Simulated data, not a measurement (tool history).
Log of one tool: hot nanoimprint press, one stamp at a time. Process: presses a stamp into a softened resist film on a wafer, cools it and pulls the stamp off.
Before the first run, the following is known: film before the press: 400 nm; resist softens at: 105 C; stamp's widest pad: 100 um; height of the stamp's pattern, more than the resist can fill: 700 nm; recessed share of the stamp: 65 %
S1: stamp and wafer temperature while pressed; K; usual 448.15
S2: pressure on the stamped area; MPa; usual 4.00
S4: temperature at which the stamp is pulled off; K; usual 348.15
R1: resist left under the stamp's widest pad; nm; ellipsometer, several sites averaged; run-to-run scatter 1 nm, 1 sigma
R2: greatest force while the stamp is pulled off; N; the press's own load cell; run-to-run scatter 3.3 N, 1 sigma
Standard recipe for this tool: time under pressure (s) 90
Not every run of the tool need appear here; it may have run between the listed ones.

Run 1, day 0.000: usual settings. Result: R1 160.5 nm, R2 185 N.
Run 2, day 0.642: usual settings. Result: R1 160.6 nm, R2 188 N.
Run 3, day 1.662: usual settings but S2 5.80 MPa. Result: R1 138.7 nm, R2 187 N.
Run 4, day 2.412: usual settings but S2 5.80 MPa. Result: R1 140.6 nm, R2 199 N.
Run 5, day 3.438: usual settings. Result: R1 163.0 nm, R2 193 N.
Run 6, day 4.467: usual settings. Result: R1 161.3 nm, R2 207 N.
Run 7, day 4.946: usual settings but S2 5.61 MPa. Result: R1 141.6 nm, R2 209 N.
Run 8, day 5.496: usual settings but S2 5.61 MPa. Result: R1 143.7 nm, R2 213 N.
Run 9, day 6.454: usual settings. Result: R1 164.5 nm, R2 219 N.
Run 10, day 7.079: usual settings but S4 351.15 K. Result: R1 165.2 nm, R2 206 N.
Run 11, day 8.079: usual settings but S4 351.15 K. Result: R1 164.7 nm, R2 207 N.
At day 8.308: plate thermocouple calibrated.
Run 12, day 9.221: usual settings but S4 351.15 K. Result: R1 153.7 nm, R2 210 N.
Run 13, day 10.217: usual settings but S1 442.15 K, S2 3.62 MPa, time under pressure (s) 164. Result: R1 169.8 nm, R2 227 N.
Run 14, day 11.029: usual settings but S1 449.15 K, S4 338.15 K. Result: R1 147.7 nm, R2 260 N.
Run 15, day 12.004: usual settings but S1 446.15 K, S4 355.15 K. Result: R1 172.6 nm, R2 212 N.
Run 16, day 12.875: usual settings but S1 446.15 K, S4 355.15 K. Result: R1 171.5 nm, R2 219 N.
Run 17, day 13.888: usual settings but S1 446.15 K, S4 355.15 K. Result: R1 171.7 nm, R2 232 N.
Run 18, day 14.633: usual settings but S1 446.15 K, S2 3.54 MPa, time under pressure (s) 76, S4 352.15 K. Result: R1 191.3 nm, R2 240 N.
Run 19, day 15.567: usual settings but S1 446.15 K, S2 3.54 MPa, time under pressure (s) 76, S4 352.15 K. Result: R1 195.4 nm, R2 240 N.
At day 15.908: stamp cleaned and given a new release coat.
Run 20, day 16.583: usual settings but S1 446.15 K, S2 3.54 MPa, time under pressure (s) 76, S4 352.15 K. Result: R1 197.1 nm, R2 155 N.
Run 21, day 17.333: usual settings but S1 459.15 K, time under pressure (s) 83. Result: R1 97.0 nm, R2 169 N.
Run 22, day 17.804: usual settings but S1 436.15 K, S2 4.23 MPa, time under pressure (s) 88, S4 354.15 K. Result: R1 268.5 nm, R2 150 N.

Alternative continuations, all from the tool just after run 22; predict every row:
Run A, day 18.767: usual settings but S1 436.15 K, S2 4.23 MPa, time under pressure (s) 177, S4 354.15 K. Result: R1 ?, R2 ?.
Run B, day 18.767: usual settings but S1 455.15 K, S2 3.02 MPa, time under pressure (s) 54, S4 354.15 K. Result: R1 ?, R2 ?.
Run C, day 18.767: usual settings but S2 4.90 MPa. Result: R1 ?, R2 ?.

run     R1   R2
  A  215.9  155
  B  160.4  161
  C  146.0  172
With no hidden state in the tool, these same runs would have given:
run     R1   R2
  A  203.1  143
  B  152.2  148
  C  136.4  159
